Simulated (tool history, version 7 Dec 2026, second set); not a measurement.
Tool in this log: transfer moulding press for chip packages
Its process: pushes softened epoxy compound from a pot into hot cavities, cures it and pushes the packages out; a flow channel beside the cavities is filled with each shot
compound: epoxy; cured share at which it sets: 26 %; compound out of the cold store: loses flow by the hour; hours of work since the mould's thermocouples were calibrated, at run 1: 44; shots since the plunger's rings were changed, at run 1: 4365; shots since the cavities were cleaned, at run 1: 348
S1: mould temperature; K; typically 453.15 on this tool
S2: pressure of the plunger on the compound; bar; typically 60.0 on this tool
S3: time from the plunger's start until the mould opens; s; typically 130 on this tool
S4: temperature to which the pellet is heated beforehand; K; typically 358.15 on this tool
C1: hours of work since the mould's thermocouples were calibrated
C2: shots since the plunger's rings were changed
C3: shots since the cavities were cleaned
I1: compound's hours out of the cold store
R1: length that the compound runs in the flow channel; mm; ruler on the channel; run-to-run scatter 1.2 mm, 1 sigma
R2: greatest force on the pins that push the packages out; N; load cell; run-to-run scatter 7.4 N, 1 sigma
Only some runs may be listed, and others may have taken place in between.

run 1 hour=0.0 | S1=453.15 S2=60.0 S3=130 S4=358.15 | C1=44 C2=4365 C3=348 | I1=25.7 | R1=648 R2=430
run 2 hour=21.6 | S1=453.15 S2=60.0 S3=130 S4=358.15 | C1=58 C2=4561 C3=544 | I1=22.6 | R1=661 R2=451
-- hour=25.8 plunger's sealing rings changed
-- hour=32.6 cavities cleaned with cleaning compound and waxed
run 3 hour=51.4 | S1=453.15 S2=60.0 S3=130 S4=358.15 | C1=74 C2=218 C3=170 | I1=44.4 | R1=597 R2=370
run 4 hour=77.5 | S1=453.15 S2=60.0 S3=130 S4=358.15 | C1=90 C2=456 C3=408 | I1=12.7 | R1=723 R2=438
-- hour=100.4 cavities cleaned with cleaning compound and waxed
run 5 hour=101.9 | S1=453.15 S2=60.0 S3=130 S4=358.15 | C1=105 C2=663 C3=13 | I1=23.7 | R1=677 R2=319
run 6 hour=122.9 | S1=458.15 S2=60.0 S3=130 S4=358.15 | C1=118 C2=854 C3=204 | I1=45.6 | R1=582 R2=328
run 7 hour=146.8 | S1=458.15 S2=60.0 S3=130 S4=358.15 | C1=133 C2=1071 C3=421 | I1=17.0 | R1=691 R2=370
-- hour=150.4 mould's thermocouples calibrated
run 8 hour=166.0 | S1=458.15 S2=60.0 S3=130 S4=358.15 | C1=10 C2=1227 C3=577 | I1=33.0 | R1=626 R2=394
-- hour=170.0 cavities cleaned with cleaning compound and waxed
run 9 hour=190.0 | S1=458.15 S2=60.0 S3=130 S4=358.15 | C1=24 C2=1431 C3=182 | I1=44.2 | R1=584 R2=306
run 10 hour=214.4 | S1=459.15 S2=58.1 S3=155 S4=362.15 | C1=39 C2=1653 C3=404 | I1=42.8 | R1=576 R2=328
run 11 hour=233.9 | S1=459.15 S2=58.1 S3=155 S4=362.15 | C1=51 C2=1829 C3=580 | I1=18.9 | R1=666 R2=399
-- hour=237.7 cavities cleaned with cleaning compound and waxed
run 12 hour=258.6 | S1=456.15 S2=58.1 S3=111 S4=357.15 | C1=66 C2=2040 C3=190 | I1=35.0 | R1=608 R2=409
run 13 hour=281.6 | S1=456.15 S2=48.2 S3=111 S4=363.15 | C1=80 C2=2248 C3=398 | I1=8.4 | R1=651 R2=478
-- hour=306.1 cavities cleaned with cleaning compound and waxed
run 14 hour=313.3 | S1=458.15 S2=47.1 S3=163 S4=348.15 | C1=99 C2=2522 C3=65 | I1=19.7 | R1=597 R2=273

Hidden state or all else? Some run-to-run changes of R1, split into what the settings, what came in and random variation would give without the hidden state, and what is left for the hidden state (with any gauge scatter that isn't in both results):
The hidden state here: true mould temperature over the reading, C; pressure that reaches the compound, % of what is set; grip of the stained cavities, % over clean ones'; drift of the gauge itself on flow_mm, %; drift of the gauge itself on push_out_n, %.
Run 2 -> 3: plunger's sealing rings changed, cavities cleaned with cleaning compound and waxed. R1 -64 mm: hidden state +24, all else -88.
Run 3 -> 4: no setting changed, nothing entered. R1 +126 mm: hidden state -2, all else +128.
